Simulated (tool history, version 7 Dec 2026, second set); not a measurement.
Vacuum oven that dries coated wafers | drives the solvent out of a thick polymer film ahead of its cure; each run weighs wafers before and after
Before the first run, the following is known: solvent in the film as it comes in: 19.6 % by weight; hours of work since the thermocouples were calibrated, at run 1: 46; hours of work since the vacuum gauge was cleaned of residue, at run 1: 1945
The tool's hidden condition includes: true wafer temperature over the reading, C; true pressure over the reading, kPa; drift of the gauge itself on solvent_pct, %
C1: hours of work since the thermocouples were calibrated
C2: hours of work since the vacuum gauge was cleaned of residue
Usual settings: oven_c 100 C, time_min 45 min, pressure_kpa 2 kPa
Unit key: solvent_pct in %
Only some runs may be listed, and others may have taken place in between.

{"run": 1, "hour": 0.0, "oven_c": 100, "time_min": 45, "pressure_kpa": 2, "C1": 46, "C2": 1945, "solvent_pct": 3.54}
{"run": 2, "hour": 86.4, "oven_c": 100, "time_min": 45, "pressure_kpa": 2, "C1": 100, "C2": 1999, "solvent_pct": 3.47}
{"run": 3, "hour": 137.0, "oven_c": 100, "time_min": 45, "pressure_kpa": 2, "C1": 132, "C2": 2030, "solvent_pct": 3.54}
{"run": 4, "hour": 181.5, "oven_c": 100, "time_min": 45, "pressure_kpa": 2, "C1": 159, "C2": 2058, "solvent_pct": 3.52}
{"run": 5, "hour": 239.9, "oven_c": 100, "time_min": 45, "pressure_kpa": 2, "C1": 196, "C2": 2095, "solvent_pct": 3.6}
{"run": 6, "hour": 325.5, "oven_c": 100, "time_min": 45, "pressure_kpa": 2, "C1": 249, "C2": 2148, "solvent_pct": 3.56}
{"run": 7, "hour": 386.5, "oven_c": 100, "time_min": 45, "pressure_kpa": 2, "C1": 287, "C2": 2186, "solvent_pct": 3.54}
{"run": 8, "hour": 450.9, "oven_c": 100, "time_min": 45, "pressure_kpa": 2.27, "C1": 327, "C2": 2226, "solvent_pct": 3.83}
{"run": 9, "hour": 517.1, "oven_c": 100, "time_min": 45, "pressure_kpa": 1.93, "C1": 369, "C2": 2267, "solvent_pct": 3.47}
{"run": 10, "hour": 600.5, "oven_c": 100, "time_min": 45, "pressure_kpa": 1.93, "C1": 421, "C2": 2319, "solvent_pct": 3.46}
{"hour": 606.8, "done": "oven's thermocouples calibrated"}
{"hour": 608.3, "done": "vacuum gauge cleaned of residue and calibrated"}
{"run": 11, "hour": 666.4, "oven_c": 100, "time_min": 45, "pressure_kpa": 1.93, "C1": 36, "C2": 36, "solvent_pct": 2.62}
{"run": 12, "hour": 736.7, "oven_c": 100, "time_min": 29, "pressure_kpa": 2, "C1": 80, "C2": 80, "solvent_pct": 3.91}
{"run": 13, "hour": 781.8, "oven_c": 100, "time_min": 29, "pressure_kpa": 4.03, "C1": 108, "C2": 108, "solvent_pct": 5.68}
{"hour": 830.0, "done": "oven's thermocouples calibrated, once more"}
{"run": 14, "hour": 840.6, "oven_c": 100, "time_min": 29, "pressure_kpa": 4.03, "C1": 7, "C2": 144, "solvent_pct": 6.11}
{"run": 15, "hour": 910.8, "oven_c": 111, "time_min": 29, "pressure_kpa": 4.03, "C1": 50, "C2": 187, "solvent_pct": 3.17}
{"run": 16, "hour": 948.8, "oven_c": 100, "time_min": 45, "pressure_kpa": 2.21, "C1": 74, "C2": 211, "solvent_pct": 3.12}
{"run": 17, "hour": 1006.6, "oven_c": 100, "time_min": 45, "pressure_kpa": 2.21, "C1": 110, "C2": 247, "solvent_pct": 3.17}
{"run": 18, "hour": 1077.0, "oven_c": 100, "time_min": 33, "pressure_kpa": 3.66, "C1": 154, "C2": 291, "solvent_pct": 5.27}
{"run": 19, "hour": 1162.1, "oven_c": 100, "time_min": 33, "pressure_kpa": 2.94, "C1": 207, "C2": 344, "solvent_pct": 4.63}
{"run": 20, "hour": 1249.1, "oven_c": 101, "time_min": 26, "pressure_kpa": 6.08, "C1": 261, "C2": 398, "solvent_pct": 7.92}
{"run": 21, "hour": 1288.6, "oven_c": 86, "time_min": 45, "pressure_kpa": 2, "C1": 286, "C2": 423, "solvent_pct": 8.21}
{"run": 22, "hour": 1334.4, "oven_c": 100, "time_min": 45, "pressure_kpa": 2.38, "C1": 315, "C2": 452, "solvent_pct": 3.31}
{"run": 23, "hour": 1411.6, "oven_c": 111, "time_min": 45, "pressure_kpa": 4.05, "C1": 363, "C2": 500, "solvent_pct": 2.96}
{"run": 24, "hour": 1500.5, "oven_c": 86, "time_min": 43, "pressure_kpa": 4.2, "C1": 418, "C2": 555, "solvent_pct": 10.99}

Measured minus without-hidden-state, run by run (identical run-to-run variation in each term; gauge scatter may differ):
run=1 solvent_pct=+0.65
run=2 solvent_pct=+0.64
run=3 solvent_pct=+0.67
run=4 solvent_pct=+0.66
run=5 solvent_pct=+0.66
run=6 solvent_pct=+0.67
run=7 solvent_pct=+0.66
run=8 solvent_pct=+0.67
run=9 solvent_pct=+0.67
run=10 solvent_pct=+0.67
run=11 solvent_pct=-0.23
run=12 solvent_pct=-0.38
run=13 solvent_pct=-0.43
run=14 solvent_pct=-0.01
run=15 solvent_pct=+0.02
run=16 solvent_pct=+0.03
run=17 solvent_pct=+0.03
run=18 solvent_pct=+0
run=19 solvent_pct=+0
run=20 solvent_pct=-0.05
run=21 solvent_pct=-0.02
run=22 solvent_pct=+0.05
run=23 solvent_pct=+0.08
run=24 solvent_pct=-0.04
